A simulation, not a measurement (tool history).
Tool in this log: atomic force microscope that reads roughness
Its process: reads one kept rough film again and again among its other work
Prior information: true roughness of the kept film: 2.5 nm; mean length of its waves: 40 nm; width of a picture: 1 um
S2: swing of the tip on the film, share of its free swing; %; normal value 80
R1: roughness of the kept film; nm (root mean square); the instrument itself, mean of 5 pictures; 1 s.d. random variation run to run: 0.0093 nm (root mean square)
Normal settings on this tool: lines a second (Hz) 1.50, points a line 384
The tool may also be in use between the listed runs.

{"run": 1, "hour": 0.0, "lines a second (Hz)": 1.5, "S2": 80, "points a line": 384, "R1": 2.036}
{"run": 2, "hour": 21.6, "lines a second (Hz)": 1.5, "S2": 80, "points a line": 384, "R1": 2.012}
{"run": 3, "hour": 55.3, "lines a second (Hz)": 1.5, "S2": 80, "points a line": 384, "R1": 1.981}
{"run": 4, "hour": 81.9, "lines a second (Hz)": 1.5, "S2": 80, "points a line": 384, "R1": 1.938}
{"hour": 86.4, "done": "new tip fitted"}
{"run": 5, "hour": 127.3, "lines a second (Hz)": 1.5, "S2": 80, "points a line": 384, "R1": 2.01}
{"run": 6, "hour": 150.0, "lines a second (Hz)": 1.5, "S2": 80, "points a line": 347, "R1": 2.002}
{"hour": 198.4, "done": "new tip fitted"}
{"run": 7, "hour": 199.3, "lines a second (Hz)": 1.5, "S2": 80, "points a line": 797, "R1": 2.097}
{"run": 8, "hour": 231.4, "lines a second (Hz)": 1.5, "S2": 80, "points a line": 384, "R1": 2.049}
{"run": 9, "hour": 272.4, "lines a second (Hz)": 1.5, "S2": 80, "points a line": 384, "R1": 1.991}
{"run": 10, "hour": 307.6, "lines a second (Hz)": 1.5, "S2": 80, "points a line": 384, "R1": 1.933}
{"hour": 310.6, "done": "new tip fitted"}
{"run": 11, "hour": 355.3, "lines a second (Hz)": 1.5, "S2": 80, "points a line": 384, "R1": 2.038}
{"run": 12, "hour": 400.2, "lines a second (Hz)": 0.89, "S2": 80, "points a line": 384, "R1": 2.059}
{"hour": 422.8, "done": "new tip fitted"}
{"run": 13, "hour": 430.3, "lines a second (Hz)": 1.5, "S2": 80, "points a line": 384, "R1": 2.072}
{"run": 14, "hour": 475.5, "lines a second (Hz)": 1.5, "S2": 80, "points a line": 384, "R1": 2.022}
{"run": 15, "hour": 512.9, "lines a second (Hz)": 1.5, "S2": 80, "points a line": 384, "R1": 1.962}
{"hour": 533.3, "done": "new tip fitted"}
{"run": 16, "hour": 542.1, "lines a second (Hz)": 1.5, "S2": 80, "points a line": 384, "R1": 2.067}
{"run": 17, "hour": 568.9, "lines a second (Hz)": 1.5, "S2": 80, "points a line": 384, "R1": 2.035}
{"run": 18, "hour": 597.4, "lines a second (Hz)": 1.5, "S2": 80, "points a line": 384, "R1": 2.005}
{"hour": 643.5, "done": "new tip fitted"}
{"run": 19, "hour": 643.5, "lines a second (Hz)": 1.5, "S2": 80, "points a line": 384, "R1": 2.077}
{"run": 20, "hour": 665.4, "lines a second (Hz)": 1.5, "S2": 80, "points a line": 384, "R1": 2.061}
{"run": 21, "hour": 706.9, "lines a second (Hz)": 1.5, "S2": 80, "points a line": 349, "R1": 1.996}
{"run": 22, "hour": 742.4, "lines a second (Hz)": 1.5, "S2": 80, "points a line": 349, "R1": 1.952}
{"hour": 754.9, "done": "new tip fitted"}
{"run": 23, "hour": 763.4, "lines a second (Hz)": 1.5, "S2": 80, "points a line": 349, "R1": 2.065}
{"hour": 767.7, "done": "height scale calibrated on a step standard"}
{"run": 24, "hour": 806.4, "lines a second (Hz)": 1.5, "S2": 80, "points a line": 349, "R1": 1.995}
{"run": 25, "hour": 827.1, "lines a second (Hz)": 1.5, "S2": 63, "points a line": 384, "R1": 2.127}
{"hour": 865.9, "done": "new tip fitted"}
{"run": 26, "hour": 865.9, "lines a second (Hz)": 0.71, "S2": 76, "points a line": 445, "R1": 2.23}
{"run": 27, "hour": 889.1, "lines a second (Hz)": 0.71, "S2": 76, "points a line": 855, "R1": 2.196}
{"run": 28, "hour": 936.2, "lines a second (Hz)": 0.87, "S2": 76, "points a line": 296, "R1": 2.095}
{"run": 29, "hour": 956.4, "lines a second (Hz)": 1.5, "S2": 84, "points a line": 384, "R1": 1.906}
{"hour": 978.0, "done": "new tip fitted"}
{"run": 30, "hour": 991.2, "lines a second (Hz)": 1.48, "S2": 60, "points a line": 698, "R1": 2.239}
{"hour": 1006.4, "done": "height scale calibrated on a step standard, once more"}
{"run": 31, "hour": 1041.5, "lines a second (Hz)": 1.5, "S2": 87, "points a line": 917, "R1": 1.933}
{"run": 32, "hour": 1071.1, "lines a second (Hz)": 0.66, "S2": 87, "points a line": 484, "R1": 2.057}
{"hour": 1091.1, "done": "new tip fitted"}
{"run": 33, "hour": 1116.9, "lines a second (Hz)": 1.61, "S2": 80, "points a line": 313, "R1": 2.028}
{"run": 34, "hour": 1161.3, "lines a second (Hz)": 3.81, "S2": 86, "points a line": 384, "R1": 1.573}
{"run": 35, "hour": 1189.4, "lines a second (Hz)": 1.5, "S2": 80, "points a line": 731, "R1": 1.988}
{"hour": 1203.8, "done": "new tip fitted"}
{"run": 36, "hour": 1210.8, "lines a second (Hz)": 1.5, "S2": 80, "points a line": 731, "R1": 2.116}
{"run": 37, "hour": 1233.5, "lines a second (Hz)": 1.5, "S2": 80, "points a line": 731, "R1": 2.066}
{"run": 38, "hour": 1276.8, "lines a second (Hz)": 3.33, "S2": 66, "points a line": 731, "R1": 1.984}
{"hour": 1316.8, "done": "new tip fitted"}
{"run": 39, "hour": 1321.0, "lines a second (Hz)": 0.75, "S2": 69, "points a line": 583, "R1": 2.286}
{"run": 40, "hour": 1356.7, "lines a second (Hz)": 0.86, "S2": 69, "points a line": 506, "R1": 2.225}
{"run": 41, "hour": 1399.9, "lines a second (Hz)": 1.74, "S2": 89, "points a line": 341, "R1": 1.814}
{"hour": 1427.1, "done": "new tip fitted"}
{"run": 42, "hour": 1433.0, "lines a second (Hz)": 2.9, "S2": 69, "points a line": 257, "R1": 2.059}
{"run": 43, "hour": 1465.4, "lines a second (Hz)": 1.62, "S2": 80, "points a line": 384, "R1": 2.02}
{"run": 44, "hour": 1498.2, "lines a second (Hz)": 2.7, "S2": 84, "points a line": 428, "R1": 1.754}

How would selected steps in R1 from run to run divide? Give the signed amount a tool lacking its hidden state would still show from settings, what came in and random variation, and the signed amount left for the hidden state, including any gauge scatter that is not in both of the compared results.
Hidden state at play: radius of the tip, nm; height scale over the true one, %; drift of the gauge itself on roughness_nm, %.
Run 12 -> 13: lines a second (Hz) 0.89 -> 1.50, new tip fitted. R1 +0.013 nm (root mean square): hidden state +0.125, all else -0.112.
Run 22 -> 23: new tip fitted. R1 +0.113 nm (root mean square): hidden state +0.119, all else -0.006.
Run 33 -> 34: lines a second (Hz) 1.61 -> 3.81, S2 80 -> 86, points a line 313 -> 384. R1 -0.455 nm (root mean square): hidden state -0.035, all else -0.420.
Run 34 -> 35: lines a second (Hz) 3.81 -> 1.50, S2 86 -> 80, points a line 384 -> 731. R1 +0.415 nm (root mean square): hidden state -0.056, all else +0.471.
Run 35 -> 36: new tip fitted. R1 +0.128 nm (root mean square): hidden state +0.119, all else +0.009.
Run 40 -> 41: lines a second (Hz) 0.86 -> 1.74, S2 69 -> 89, points a line 506 -> 341. R1 -0.411 nm (root mean square): hidden state -0.041, all else -0.370.

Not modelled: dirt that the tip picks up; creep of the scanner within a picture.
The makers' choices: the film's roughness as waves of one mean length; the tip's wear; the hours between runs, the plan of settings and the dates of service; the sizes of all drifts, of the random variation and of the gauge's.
